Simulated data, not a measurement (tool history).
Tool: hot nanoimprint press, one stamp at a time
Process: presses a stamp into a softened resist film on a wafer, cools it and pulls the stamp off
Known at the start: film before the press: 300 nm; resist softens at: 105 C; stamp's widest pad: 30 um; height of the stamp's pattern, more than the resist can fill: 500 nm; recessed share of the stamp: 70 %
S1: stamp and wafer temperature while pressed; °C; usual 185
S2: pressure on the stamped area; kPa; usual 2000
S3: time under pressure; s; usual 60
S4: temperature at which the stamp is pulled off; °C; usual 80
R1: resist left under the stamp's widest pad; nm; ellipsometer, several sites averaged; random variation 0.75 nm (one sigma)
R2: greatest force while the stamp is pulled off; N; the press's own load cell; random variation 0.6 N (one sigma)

run    day   S1    S2   S3  S4     R1     R2
  1      0  185  2000   60  80    174  136.3
  2  0.425  185  2000   70  80  166.4  135.9
  3  0.675  185  2000   70  80  164.9  135.9
  4  0.871  185  2000   70  80  165.6  136.7
  5  1.142  185  3020   60  80  143.4  134.7
  6  1.404  185  3020   60  80  142.6  137.1
     1.938  -- stamp cleaned and given a new release coat
  7  2.133  189  3020   60  80  119.2  135.9
  8  2.429  189  1580   60  80    166  136.7
  9  2.671  185  2000   60  80  173.3  136.7
 10  2.975  185  2000   60  80  173.2  138.5
 11  3.383  185  2000   60  80  172.9  137.9
 12  3.775  175  2000   60  80  239.1  137.6
     4.125  -- plate thermocouple calibrated
 13  4.175  175  2000   60  80    238  137.8
 14  4.521  175  1300   65  76  260.8  147.1
     4.708  -- gauge calibrated
 15  4.871  175  1300   65  76  259.4  142.1
 16  5.117  180  1470   89  72  210.4  150.3
 17  5.379  180  1870   89  72  190.9  150.1
 18  5.775  180  1870   89  72    192  149.9
 19  6.196  180  1870   89  72  191.5  150.9
 20   6.55  180  2630   44  82  201.5    132
 21  6.996  193  2000   60  80  127.2  136.3
 22  7.475  196  1830   60  80  117.9  136.2
 23  7.833  196  2000   60  76  112.3  145.3
 24  8.238  185  2000  112  74  141.4  150.4
 25  8.562  181  2000   84  80  183.4  138.4
 26  8.879  181  2000   84  80  183.9  138.3

Forecast each of these 3 alternatives for the next run:
  A  9.2  185  1630  59  87   ?   ?
  B  9.2  192  2000  84  73   ?   ?
  C  9.2  176  1210  60  71   ?   ?

run     R1     R2
  A  191.9  126.6
  B  117.4    151
  C  258.9  155.2
Without the tool's hidden state the same runs would have given:
run     R1     R2
  A  191.8    123
  B  117.3  146.7
  C  258.8  150.8

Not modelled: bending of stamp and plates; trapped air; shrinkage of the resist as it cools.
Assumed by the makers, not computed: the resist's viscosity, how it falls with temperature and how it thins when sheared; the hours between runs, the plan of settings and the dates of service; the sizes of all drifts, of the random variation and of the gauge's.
